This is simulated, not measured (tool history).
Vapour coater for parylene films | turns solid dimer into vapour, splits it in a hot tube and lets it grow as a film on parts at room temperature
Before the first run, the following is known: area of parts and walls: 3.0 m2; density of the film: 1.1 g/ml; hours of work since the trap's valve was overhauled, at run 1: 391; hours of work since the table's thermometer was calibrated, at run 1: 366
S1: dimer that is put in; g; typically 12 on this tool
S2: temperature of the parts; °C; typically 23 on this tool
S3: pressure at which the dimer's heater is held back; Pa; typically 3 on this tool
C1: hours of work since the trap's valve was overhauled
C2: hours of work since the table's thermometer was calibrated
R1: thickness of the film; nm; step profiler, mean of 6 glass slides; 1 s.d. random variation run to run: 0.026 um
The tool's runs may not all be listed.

Run 1, hour 0: usual settings; C1 391; C2 366. Result: R1 1810 nm.
Run 2, hour 15.9: usual settings; C1 398; C2 373. Result: R1 1840 nm.
Run 3, hour 36.7: usual settings; C1 407; C2 382. Result: R1 1840 nm.
Run 4, hour 46.3: usual settings; C1 411; C2 387. Result: R1 1800 nm.
Run 5, hour 56.2: usual settings; C1 416; C2 391. Result: R1 1790 nm.
At hour 66.9: trap's valve overhauled.
Run 6, hour 77.2: usual settings but S2 19 °C; C1 5; C2 399. Result: R1 1940 nm.
Run 7, hour 93.6: usual settings but S3 3.67 Pa; C1 12; C2 406. Result: R1 1600 nm.
Run 8, hour 108.5: usual settings but S3 3.67 Pa; C1 19; C2 413. Result: R1 1580 nm.
At hour 117.3: trap's valve overhauled, once more.
Run 9, hour 126.2: usual settings but S3 3.67 Pa; C1 4; C2 419. Result: R1 2020 nm.
Run 10, hour 146.4: usual settings but S1 6 g; C1 13; C2 428. Result: R1 1050 nm.
Run 11, hour 159: usual settings but S1 6 g; C1 19; C2 433. Result: R1 1010 nm.
Run 12, hour 178.1: usual settings but S2 29 °C; C1 27; C2 442. Result: R1 1580 nm.
Run 13, hour 198.2: usual settings but S1 10 g; C1 36; C2 451. Result: R1 1700 nm.
Run 14, hour 218: usual settings; C1 45; C2 460. Result: R1 2020 nm.
Run 15, hour 230.3: usual settings; C1 50; C2 465. Result: R1 2070 nm.
Run 16, hour 238.7: usual settings; C1 54; C2 469. Result: R1 2010 nm.
Run 17, hour 249.6: usual settings but S2 22 °C; C1 59; C2 474. Result: R1 2110 nm.
Run 18, hour 267.6: usual settings but S2 22 °C; C1 67; C2 482. Result: R1 2070 nm.
Run 19, hour 276.9: usual settings but S2 22 °C; C1 71; C2 486. Result: R1 2110 nm.
Run 20, hour 295.3: usual settings; C1 79; C2 494. Result: R1 2000 nm.
Run 21, hour 311.4: usual settings; C1 87; C2 501. Result: R1 2000 nm.
Run 22, hour 331.5: usual settings but S1 21 g; C1 96; C2 510. Result: R1 3450 nm.
Run 23, hour 349.5: usual settings but S1 21 g; C1 104; C2 518. Result: R1 3490 nm.
Run 24, hour 363.2: usual settings but S1 6 g, S2 22 °C; C1 110; C2 524. Result: R1 970 nm.
Run 25, hour 372.5: usual settings but S1 6 g, S2 22 °C; C1 114; C2 529. Result: R1 1030 nm.
Run 26, hour 383.2: usual settings but S1 6 g, S2 22 °C; C1 119; C2 533. Result: R1 1060 nm.
Run 27, hour 397.6: usual settings but S1 6 g, S2 22 °C; C1 125; C2 540. Result: R1 990 nm.
Run 28, hour 409.2: usual settings but S3 3.27 Pa; C1 130; C2 545. Result: R1 2010 nm.
Run 29, hour 429.6: usual settings but S3 3.27 Pa; C1 139; C2 554. Result: R1 2010 nm.
Run 30, hour 448.2: usual settings but S1 9 g, S2 25 °C, S3 3.91 Pa; C1 148; C2 562. Result: R1 1320 nm.
Run 31, hour 458.8: usual settings but S1 9 g, S2 32 °C, S3 3.91 Pa; C1 152; C2 567. Result: R1 1000 nm.
Run 32, hour 474.2: usual settings but S1 6 g, S2 21 °C; C1 159; C2 574. Result: R1 1110 nm.
Run 33, hour 484.3: usual settings but S1 16 g, S3 4.87 Pa; C1 164; C2 578. Result: R1 2470 nm.
Run 34, hour 495.6: usual settings but S3 10.42 Pa; C1 169; C2 584. Result: R1 1770 nm.
Run 35, hour 506: usual settings but S3 10.42 Pa; C1 173; C2 588. Result: R1 1790 nm.
Run 36, hour 520: usual settings but S1 7 g, S3 10.42 Pa; C1 180; C2 594. Result: R1 1040 nm.
Run 37, hour 529.5: usual settings but S3 3.19 Pa; C1 184; C2 599. Result: R1 1980 nm.
Run 38, hour 540.9: usual settings but S1 6 g; C1 189; C2 604. Result: R1 940 nm.
Run 39, hour 551.2: usual settings but S1 13 g, S2 26 °C; C1 194; C2 608. Result: R1 1900 nm.
Run 40, hour 567.7: usual settings but S1 13 g, S2 26 °C; C1 201; C2 616. Result: R1 1860 nm.
Run 41, hour 579.2: usual settings but S1 13 g, S2 26 °C; C1 206; C2 621. Result: R1 1900 nm.
Run 42, hour 595.7: usual settings but S1 18 g, S2 24 °C, S3 4.23 Pa; C1 214; C2 628. Result: R1 2730 nm.
Run 43, hour 611.7: usual settings but S1 9 g, S2 24 °C, S3 10.94 Pa; C1 221; C2 635. Result: R1 1270 nm.
Run 44, hour 631.6: usual settings but S1 9 g, S2 24 °C, S3 10.94 Pa; C1 230; C2 644. Result: R1 1280 nm.
Run 45, hour 646: usual settings but S1 21 g, S2 35 °C, S3 2.06 Pa; C1 236; C2 651. Result: R1 2120 nm.

Below are 3 alternative next runs, each starting from the tool's condition after run 45. Predict each:
Run A, hour 665.1: usual settings but S1 18 g, S2 17 °C, S3 2.57 Pa; C1 244; C2 659. Result: R1 ?.
Run B, hour 665.1: usual settings but S1 16 g, S2 16 °C, S3 5.83 Pa; C1 244; C2 659. Result: R1 ?.
Run C, hour 665.1: usual settings but S1 8 g; C1 244; C2 659. Result: R1 ?.

run    R1
  A  3740
  B  3310
  C  1260
With the hidden condition removed and each run's random variation left untouched, the same runs would have given:
run    R1
  A  4020
  B  3560
  C  1350
